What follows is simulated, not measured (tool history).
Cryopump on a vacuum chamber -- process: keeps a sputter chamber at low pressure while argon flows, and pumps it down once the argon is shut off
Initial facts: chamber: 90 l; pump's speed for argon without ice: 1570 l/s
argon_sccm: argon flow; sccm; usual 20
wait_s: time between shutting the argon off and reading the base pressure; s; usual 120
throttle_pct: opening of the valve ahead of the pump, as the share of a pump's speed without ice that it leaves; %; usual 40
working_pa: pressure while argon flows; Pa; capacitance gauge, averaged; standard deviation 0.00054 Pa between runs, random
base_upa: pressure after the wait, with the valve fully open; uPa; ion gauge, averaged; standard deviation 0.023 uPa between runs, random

{"run": 1, "hour": 0.0, "argon_sccm": 20, "wait_s": 120, "throttle_pct": 40, "working_pa": 0.0567, "base_upa": 1.08}
{"run": 2, "hour": 25.8, "argon_sccm": 20, "wait_s": 120, "throttle_pct": 40, "working_pa": 0.056, "base_upa": 1.17}
{"run": 3, "hour": 50.2, "argon_sccm": 20, "wait_s": 120, "throttle_pct": 40, "working_pa": 0.0573, "base_upa": 1.14}
{"run": 4, "hour": 72.1, "argon_sccm": 20, "wait_s": 120, "throttle_pct": 40, "working_pa": 0.0579, "base_upa": 1.2}
{"run": 5, "hour": 93.0, "argon_sccm": 20, "wait_s": 120, "throttle_pct": 40, "working_pa": 0.0571, "base_upa": 1.22}
{"run": 6, "hour": 112.7, "argon_sccm": 20, "wait_s": 120, "throttle_pct": 40, "working_pa": 0.0573, "base_upa": 1.27}
{"run": 7, "hour": 128.2, "argon_sccm": 20, "wait_s": 120, "throttle_pct": 40, "working_pa": 0.0569, "base_upa": 1.26}
{"run": 8, "hour": 141.8, "argon_sccm": 20, "wait_s": 120, "throttle_pct": 40, "working_pa": 0.057, "base_upa": 1.26}
{"run": 9, "hour": 159.2, "argon_sccm": 20, "wait_s": 120, "throttle_pct": 40, "working_pa": 0.0577, "base_upa": 1.29}
{"run": 10, "hour": 178.2, "argon_sccm": 36, "wait_s": 63, "throttle_pct": 25, "working_pa": 0.1612, "base_upa": 1.93}
{"run": 11, "hour": 201.2, "argon_sccm": 20, "wait_s": 64, "throttle_pct": 17, "working_pa": 0.1318, "base_upa": 1.88}
{"run": 12, "hour": 215.6, "argon_sccm": 20, "wait_s": 64, "throttle_pct": 17, "working_pa": 0.1302, "base_upa": 1.96}
{"run": 13, "hour": 240.0, "argon_sccm": 10, "wait_s": 28, "throttle_pct": 40, "working_pa": 0.0289, "base_upa": 3.52}
{"run": 14, "hour": 262.6, "argon_sccm": 10, "wait_s": 23, "throttle_pct": 20, "working_pa": 0.0559, "base_upa": 4.23}
{"run": 15, "hour": 281.1, "argon_sccm": 18, "wait_s": 120, "throttle_pct": 40, "working_pa": 0.0529, "base_upa": 1.53}
{"run": 16, "hour": 297.9, "argon_sccm": 18, "wait_s": 120, "throttle_pct": 40, "working_pa": 0.0524, "base_upa": 1.52}

Each row is a separate what-if for the run after 16, all from the same tool condition, not one after another. Results?
{"run": "A", "hour": 322.9, "argon_sccm": 8, "wait_s": 141, "throttle_pct": 58, "working_pa": "?", "base_upa": "?"}
{"run": "B", "hour": 322.9, "argon_sccm": 18, "wait_s": 120, "throttle_pct": 26, "working_pa": "?", "base_upa": "?"}
{"run": "C", "hour": 322.9, "argon_sccm": 32, "wait_s": 272, "throttle_pct": 21, "working_pa": "?", "base_upa": "?"}

run=A working_pa=0.0167 base_upa=1.52
run=B working_pa=0.0790 base_upa=1.53
run=C working_pa=0.1724 base_upa=1.31
With no hidden state in the tool, these same runs would have given:
run=A working_pa=0.0148 base_upa=0.73
run=B working_pa=0.0747 base_upa=0.77
run=C working_pa=0.1646 base_upa=0.51
